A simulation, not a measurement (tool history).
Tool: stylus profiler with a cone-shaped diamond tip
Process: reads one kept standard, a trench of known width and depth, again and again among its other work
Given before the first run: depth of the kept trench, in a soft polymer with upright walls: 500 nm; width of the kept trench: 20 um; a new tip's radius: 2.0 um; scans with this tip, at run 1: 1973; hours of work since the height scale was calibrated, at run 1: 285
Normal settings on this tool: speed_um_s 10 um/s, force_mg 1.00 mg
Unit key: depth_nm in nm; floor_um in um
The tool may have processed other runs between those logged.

run	hour	speed_um_s	force_mg	scans with this tip	hours of work since the height scale was calibrated	depth_nm	floor_um
1	0.0	10	1.00	1973	285	505.28	17.07
2	27.1	10	1.78	2075	300	507.38	17.12
3	71.7	7	1.78	2242	324	507.56	17.19
4	115.7	2	1.00	2406	348	505.37	17.15
5	148.5	2	1.00	2529	366	505.48	17.16
6	184.2	10	1.00	2663	385	505.58	17.05
7	205.6	10	1.00	2743	396	505.64	17.08
8	243.3	10	1.00	2884	417	505.59	17.03
9	270.0	7	1.00	2984	431	505.44	17.06
10	288.8	7	1.00	3054	441	505.73	17.06
11	330.6	7	1.00	3211	464	505.84	17.07
12	353.1	7	1.00	3295	476	505.53	17.02
13	380.1	10	0.51	3396	491	503.90	16.95
14	425.8	10	0.51	3567	516	504.15	16.95
15	459.8	10	0.40	3694	534	503.97	16.92
16	486.2	10	1.00	3793	548	505.64	17.03
17	517.4	10	1.00	3910	565	506.06	17.00
18	552.6	10	0.47	4041	584	503.83	16.89
19	588.3	10	0.47	4175	603	504.00	16.93
# hour 591.8: height scale calibrated on a step standard
20	607.5	9	0.59	4245	9	504.72	16.93
21	651.0	9	0.47	4408	32	504.42	16.87
22	676.4	9	0.47	4503	46	504.52	16.93
23	703.2	34	0.37	4603	60	503.67	16.49
24	732.6	34	0.37	4713	76	504.06	16.49
25	762.7	2	0.85	4826	92	505.75	16.99
# hour 787.0: height scale calibrated on a step standard, once more
26	804.3	13	0.70	4980	9	503.57	16.88
27	830.4	29	1.31	5077	23	505.13	16.81
28	854.0	3	0.40	5166	36	502.38	16.95
29	899.1	2	0.64	5334	61	503.38	16.94
30	940.7	5	0.50	5490	83	503.04	16.91
31	985.8	10	0.39	5659	108	502.43	16.82
32	1013.5	10	0.39	5763	123	502.64	16.82
33	1034.5	3	1.08	5841	134	504.91	16.93
34	1078.2	3	1.08	6005	158	505.17	16.97
35	1117.0	5	0.37	6150	179	502.70	16.88
36	1148.6	15	2.04	6268	196	507.83	16.86

The logged runs with the hidden state left out (each run's random variation unchanged):
What the log doesn't record here: radius of the tip, um; height scale over the true one, %; drift of the gauge itself on depth_nm, %; drift of the gauge itself on floor_um, %.
run	depth_nm	floor_um
1	504.72	17.23
2	506.79	17.29
3	506.91	17.37
4	504.67	17.34
5	504.75	17.36
6	504.80	17.26
7	504.84	17.29
8	504.75	17.25
9	504.57	17.28
10	504.84	17.29
11	504.90	17.31
12	504.56	17.27
13	502.91	17.20
14	503.11	17.21
15	502.89	17.19
16	504.53	17.31
17	504.90	17.28
18	502.64	17.17
19	502.77	17.23
20	503.30	17.23
21	502.96	17.18
22	503.02	17.24
23	502.15	16.81
24	502.49	16.82
25	504.14	17.32
26	503.69	17.23
27	505.22	17.17
28	502.45	17.30
29	503.40	17.30
30	503.01	17.29
31	502.35	17.20
32	502.53	17.21
33	504.78	17.33
34	504.99	17.38
35	502.48	17.29
36	507.56	17.28
